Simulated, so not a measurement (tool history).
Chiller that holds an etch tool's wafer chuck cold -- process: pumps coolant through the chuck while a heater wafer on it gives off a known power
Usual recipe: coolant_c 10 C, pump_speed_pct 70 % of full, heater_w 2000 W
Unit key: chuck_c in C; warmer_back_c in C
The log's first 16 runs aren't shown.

run 17 hour=1355.7 | coolant_c=9 pump_speed_pct=83 heater_w=2252 | chuck_c=33.1 warmer_back_c=6.95
run 18 hour=1439.3 | coolant_c=9 pump_speed_pct=83 heater_w=2252 | chuck_c=33.1 warmer_back_c=6.95
run 19 hour=1508.4 | coolant_c=11 pump_speed_pct=83 heater_w=1185 | chuck_c=23.7 warmer_back_c=3.77
run 20 hour=1580.3 | coolant_c=11 pump_speed_pct=83 heater_w=1185 | chuck_c=23.8 warmer_back_c=3.68
run 21 hour=1628.6 | coolant_c=10 pump_speed_pct=62 heater_w=2000 | chuck_c=36.4 warmer_back_c=8.21
run 22 hour=1719.6 | coolant_c=3 pump_speed_pct=72 heater_w=1532 | chuck_c=21.2 warmer_back_c=5.48
run 23 hour=1778.6 | coolant_c=10 pump_speed_pct=69 heater_w=2000 | chuck_c=34.6 warmer_back_c=7.39
run 24 hour=1876.8 | coolant_c=7 pump_speed_pct=70 heater_w=1189 | chuck_c=21.5 warmer_back_c=4.34
run 25 hour=1937.8 | coolant_c=7 pump_speed_pct=70 heater_w=1189 | chuck_c=21.6 warmer_back_c=4.36
run 26 hour=2017.8 | coolant_c=7 pump_speed_pct=72 heater_w=2109 | chuck_c=32.4 warmer_back_c=7.6
run 27 hour=2133.2 | coolant_c=3 pump_speed_pct=83 heater_w=1318 | chuck_c=17.4 warmer_back_c=4.11
run 28 hour=2189.8 | coolant_c=3 pump_speed_pct=84 heater_w=2398 | chuck_c=28.8 warmer_back_c=7.33
run 29 hour=2275.5 | coolant_c=3 pump_speed_pct=84 heater_w=2398 | chuck_c=29.1 warmer_back_c=7.39
run 30 hour=2364.5 | coolant_c=6 pump_speed_pct=90 heater_w=2398 | chuck_c=30.9 warmer_back_c=6.92
run 31 hour=2424 | coolant_c=8 pump_speed_pct=99 heater_w=1648 | chuck_c=24.1 warmer_back_c=4.31

Forecast each of these 4 alternatives for the next run:
run A hour=2509.5 | coolant_c=18 pump_speed_pct=99 heater_w=2079 | chuck_c=? warmer_back_c=?
run B hour=2509.5 | coolant_c=8 pump_speed_pct=99 heater_w=1470 | chuck_c=? warmer_back_c=?
run C hour=2509.5 | coolant_c=8 pump_speed_pct=79 heater_w=1228 | chuck_c=? warmer_back_c=?
run D hour=2509.5 | coolant_c=12 pump_speed_pct=70 heater_w=1648 | chuck_c=? warmer_back_c=?

run=A chuck_c=38.4 warmer_back_c=5.51
run=B chuck_c=22.4 warmer_back_c=3.83
run=C chuck_c=22.2 warmer_back_c=4.07
run=D chuck_c=32.4 warmer_back_c=6.13
Stripped of hidden state, with their random variation kept, the same runs would have yielded:
run=A chuck_c=35.6 warmer_back_c=5.1
run=B chuck_c=20.4 warmer_back_c=3.54
run=C chuck_c=20.3 warmer_back_c=3.77
run=D chuck_c=29.7 warmer_back_c=5.68
